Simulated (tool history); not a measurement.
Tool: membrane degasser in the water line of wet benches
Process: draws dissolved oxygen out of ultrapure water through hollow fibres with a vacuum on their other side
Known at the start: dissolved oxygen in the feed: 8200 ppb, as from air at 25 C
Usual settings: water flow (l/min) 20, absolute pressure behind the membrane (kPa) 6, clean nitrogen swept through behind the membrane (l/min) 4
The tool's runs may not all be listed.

run    hour  water flow (l/min)  absolute pressure behind the membrane (kPa)  clean nitrogen swept through behind the membrane (l/min)  dissolved oxygen in the water behind the degasser (ppb)  pressure that the water loses in the fibres (kPa)
  1       0                  20                                            6                                                         4                                                    143.5                                              58.21
  2    26.5                  20                                            6                                                      6.12                                                    130.3                                              58.34
  3      65                  13                                            6                                                         4                                                     50.2                                              38.04
  4    99.9                  13                                          4.9                                                         4                                                     41.5                                              37.99
  5   121.1                  13                                          4.9                                                         4                                                     41.3                                              37.98
  6   161.8                  20                                         3.83                                                         4                                                    115.2                                              58.17
  7     206                  20                                        10.82                                                         4                                                    199.5                                              58.28
  8   229.5                  20                                            6                                                      9.89                                                    123.3                                              58.35
  9   263.6                  20                                         3.93                                                         4                                                    120.1                                              58.44
 10   297.7                  20                                         3.93                                                         4                                                    121.3                                              58.62
 11   345.5                  20                                         3.93                                                         4                                                    118.6                                              58.62
 12   377.4                  20                                         3.93                                                         4                                                    120.4                                              58.46
 13   414.6                  20                                         3.93                                                         4                                                      120                                              58.63
 14   436.2                  20                                         3.93                                                         4                                                    120.6                                               58.6
 15   460.8                  20                                            6                                                         4                                                    146.1                                              58.25
 16   485.7                  20                                            6                                                         4                                                      144                                              58.52
 17   509.2                  25                                         8.95                                                         3                                                    308.1                                              73.16
 18   558.4                  29                                         4.76                                                     10.05                                                    291.9                                              84.76
 19   584.5                  29                                         7.72                                                      2.66                                                    396.4                                              85.16
 20   605.7                  17                                         4.31                                                      8.06                                                     72.8                                              49.72
 21   641.5                  17                                         5.68                                                      4.06                                                     96.3                                               49.5
 22   684.1                  17                                         5.68                                                      4.06                                                     93.8                                              49.88
 23   720.8                  17                                         5.68                                                      4.06                                                     94.8                                              49.85
 24   756.2                  17                                         5.68                                                      4.06                                                     96.6                                              49.79
 25   802.8                  17                                         5.68                                                      4.06                                                     95.3                                              49.85
 26   833.8                  20                                            6                                                      3.58                                                    152.9                                              58.85
 27   861.6                  20                                         5.33                                                       7.8                                                    124.9                                              58.96
 28   900.4                  20                                         5.33                                                       7.8                                                    123.2                                                 59
 29   928.3                  19                                            6                                                      1.87                                                    168.6                                              56.13
 30   965.3                  15                                         9.83                                                      9.81                                                     71.2                                              44.03
 31  1006.9                  15                                         9.83                                                      9.81                                                     71.5                                              44.41
 32  1043.1                  20                                        10.38                                                      3.72                                                      202                                              58.56

Some steps in dissolved oxygen in the water behind the degasser (ppb) between neighbouring runs. How much of each would the tool show without its hidden state too (settings, what came in, random variation), and how much is left for the hidden state, with any gauge scatter that isn't in both results?
The hidden state here: membrane still open, %; true pressure behind the membrane over the reading, kPa; air that leaks in behind the membrane, l/min; drift of the gauge itself on oxygen_ppb, %; drift of the gauge itself on loss_of_pressure_kpa, %.
Run 16 -> 17: water flow (l/min) 20 -> 25, absolute pressure behind the membrane (kPa) 6 -> 8.95, clean nitrogen swept through behind the membrane (l/min) 4 -> 3. dissolved oxygen in the water behind the degasser (ppb) +164.1: hidden state +5.8, all else +158.3.
Run 19 -> 20: water flow (l/min) 29 -> 17, absolute pressure behind the membrane (kPa) 7.72 -> 4.31, clean nitrogen swept through behind the membrane (l/min) 2.66 -> 8.06. dissolved oxygen in the water behind the degasser (ppb) -323.6: hidden state -14.7, all else -308.9.
Run 29 -> 30: water flow (l/min) 19 -> 15, absolute pressure behind the membrane (kPa) 6 -> 9.83, clean nitrogen swept through behind the membrane (l/min) 1.87 -> 9.81. dissolved oxygen in the water behind the degasser (ppb) -97.4: hidden state -9.7, all else -87.7.
Run 31 -> 32: water flow (l/min) 15 -> 20, absolute pressure behind the membrane (kPa) 9.83 -> 10.38, clean nitrogen swept through behind the membrane (l/min) 9.81 -> 3.72. dissolved oxygen in the water behind the degasser (ppb) +130.5: hidden state +7.4, all else +123.1.
